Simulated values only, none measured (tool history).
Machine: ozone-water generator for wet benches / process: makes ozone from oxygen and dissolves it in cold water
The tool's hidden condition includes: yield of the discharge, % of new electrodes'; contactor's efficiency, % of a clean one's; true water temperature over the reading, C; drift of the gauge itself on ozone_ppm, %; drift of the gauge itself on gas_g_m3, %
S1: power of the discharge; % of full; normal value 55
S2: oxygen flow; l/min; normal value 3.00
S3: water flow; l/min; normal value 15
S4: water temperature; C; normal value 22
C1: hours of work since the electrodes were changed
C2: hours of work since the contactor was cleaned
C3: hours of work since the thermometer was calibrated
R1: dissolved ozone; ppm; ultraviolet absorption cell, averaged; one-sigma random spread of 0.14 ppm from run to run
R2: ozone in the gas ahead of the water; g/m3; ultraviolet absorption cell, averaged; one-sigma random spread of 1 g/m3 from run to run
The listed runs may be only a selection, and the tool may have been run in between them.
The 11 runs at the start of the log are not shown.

{"hour": 532.3, "done": "contactor cleaned"}
{"run": 12, "hour": 560.3, "S1": 55, "S2": 4.84, "S3": 15, "S4": 22, "C1": 2565, "C2": 27, "C3": 1177, "R1": 14.4, "R2": 125.6}
{"run": 13, "hour": 621.9, "S1": 55, "S2": 3.0, "S3": 15, "S4": 22, "C1": 2623, "C2": 85, "C3": 1235, "R1": 14.4, "R2": 163.8}
{"run": 14, "hour": 670.3, "S1": 55, "S2": 3.0, "S3": 15, "S4": 22, "C1": 2669, "C2": 131, "C3": 1282, "R1": 14.5, "R2": 163.7}
{"run": 15, "hour": 734.5, "S1": 55, "S2": 3.0, "S3": 15, "S4": 22, "C1": 2731, "C2": 193, "C3": 1343, "R1": 14.3, "R2": 162.8}
{"run": 16, "hour": 778.0, "S1": 55, "S2": 3.0, "S3": 15, "S4": 22, "C1": 2772, "C2": 234, "C3": 1384, "R1": 14.4, "R2": 162.3}
{"run": 17, "hour": 814.6, "S1": 51, "S2": 3.0, "S3": 15, "S4": 22, "C1": 2807, "C2": 269, "C3": 1419, "R1": 13.8, "R2": 155.2}
{"run": 18, "hour": 849.5, "S1": 51, "S2": 3.0, "S3": 15, "S4": 22, "C1": 2840, "C2": 302, "C3": 1452, "R1": 13.7, "R2": 154.1}
{"hour": 866.3, "done": "contactor cleaned, once more"}
{"run": 19, "hour": 898.4, "S1": 51, "S2": 3.0, "S3": 15, "S4": 22, "C1": 2883, "C2": 31, "C3": 1495, "R1": 14.4, "R2": 155.1}
{"run": 20, "hour": 963.7, "S1": 78, "S2": 1.86, "S3": 13, "S4": 29, "C1": 2945, "C2": 93, "C3": 1557, "R1": 18.8, "R2": 262.9}
{"run": 21, "hour": 994.4, "S1": 93, "S2": 2.38, "S3": 10, "S4": 18, "C1": 2974, "C2": 122, "C3": 1586, "R1": 30.4, "R2": 255.5}
{"run": 22, "hour": 1044.8, "S1": 66, "S2": 3.0, "S3": 15, "S4": 20, "C1": 3022, "C2": 170, "C3": 1634, "R1": 17.0, "R2": 181.6}
{"run": 23, "hour": 1100.0, "S1": 66, "S2": 3.0, "S3": 15, "S4": 14, "C1": 3075, "C2": 223, "C3": 1687, "R1": 18.5, "R2": 182.6}
{"run": 24, "hour": 1167.1, "S1": 55, "S2": 4.89, "S3": 12, "S4": 21, "C1": 3139, "C2": 287, "C3": 1751, "R1": 17.3, "R2": 121.9}
{"run": 25, "hour": 1218.1, "S1": 55, "S2": 4.89, "S3": 12, "S4": 21, "C1": 3187, "C2": 335, "C3": 1800, "R1": 17.6, "R2": 122.9}
{"run": 26, "hour": 1268.3, "S1": 55, "S2": 3.24, "S3": 12, "S4": 19, "C1": 3235, "C2": 383, "C3": 1847, "R1": 18.6, "R2": 154.1}
{"run": 27, "hour": 1311.6, "S1": 55, "S2": 3.24, "S3": 12, "S4": 20, "C1": 3277, "C2": 424, "C3": 1889, "R1": 18.6, "R2": 153.5}
{"run": 28, "hour": 1375.4, "S1": 83, "S2": 3.63, "S3": 11, "S4": 22, "C1": 3337, "C2": 485, "C3": 1949, "R1": 23.9, "R2": 186.2}
{"run": 29, "hour": 1438.7, "S1": 60, "S2": 3.0, "S3": 21, "S4": 22, "C1": 3398, "C2": 545, "C3": 2010, "R1": 11.4, "R2": 169.3}
{"run": 30, "hour": 1483.9, "S1": 60, "S2": 3.0, "S3": 21, "S4": 22, "C1": 3441, "C2": 588, "C3": 2053, "R1": 11.3, "R2": 168.7}
{"run": 31, "hour": 1531.1, "S1": 60, "S2": 3.0, "S3": 21, "S4": 22, "C1": 3486, "C2": 633, "C3": 2098, "R1": 11.5, "R2": 167.7}
{"run": 32, "hour": 1601.1, "S1": 60, "S2": 1.65, "S3": 15, "S4": 19, "C1": 3552, "C2": 700, "C3": 2164, "R1": 15.0, "R2": 231.9}

Run 33 comes next. What will it give?
{"run": 33, "hour": 1634.7, "S1": 60, "S2": 3.3, "S3": 15, "S4": 19, "C1": 3584, "C2": 732, "C3": 2196, "R1": "?", "R2": "?"}

{"run 33": {"R1": 16.3, "R2": 158.7}}
With the hidden condition absent and the run-to-run variation left alone, this run would have shown R1 18.4 ppm, R2 177.1 g/m3.
